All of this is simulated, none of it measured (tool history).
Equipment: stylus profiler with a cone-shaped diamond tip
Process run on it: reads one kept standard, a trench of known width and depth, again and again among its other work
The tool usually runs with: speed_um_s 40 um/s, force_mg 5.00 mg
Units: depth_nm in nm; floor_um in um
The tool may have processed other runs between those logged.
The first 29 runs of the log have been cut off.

run    hour  speed_um_s  force_mg  depth_nm  floor_um
 30  1058.4          28     10.06    522.75     13.24
 31  1096.6          28     10.06    522.54     13.15
 32  1146.5          40      2.21    509.75     12.97
 33  1169.9          40      2.21    509.72     12.94
 34  1205.5          33      5.19    515.79     12.97
 35  1242.6          33      5.19    515.50     12.92
 36  1291.0         117      8.87    521.45     12.67
 37  1322.1          15      3.02    511.92     13.01
 38  1348.0          15      3.02    511.76     12.89
 39  1387.7          27      1.90    509.56     12.73
 40  1428.1          27      1.90    509.62     12.65
 41  1465.2          27      3.78    513.71     12.73
 42  1511.9          12      5.78    517.29     12.77
     1558.5  -- height scale calibrated on a step standard
 43  1560.7          29      3.51    510.09     12.58
 44  1597.4          29      3.51    510.14     12.55
 45  1626.0          26      1.68    506.35     12.46
 46  1654.1          32      2.06    507.35     12.41

Predict each of these 4 candidate next runs independently; none follows another, all start after run 46:
  A  1682.5          19      1.67         ?         ?
  B  1682.5         123      5.00         ?         ?
  C  1682.5          14      9.73         ?         ?
  D  1682.5          24      3.56         ?         ?

run  depth_nm  floor_um
  A    506.27     12.47
  B    512.77     12.07
  C    520.09     12.56
  D    510.44     12.49
Without the tool's hidden state the same runs would have given:
run  depth_nm  floor_um
  A    506.17     15.50
  B    512.67     15.10
  C    519.99     15.59
  D    510.35     15.52
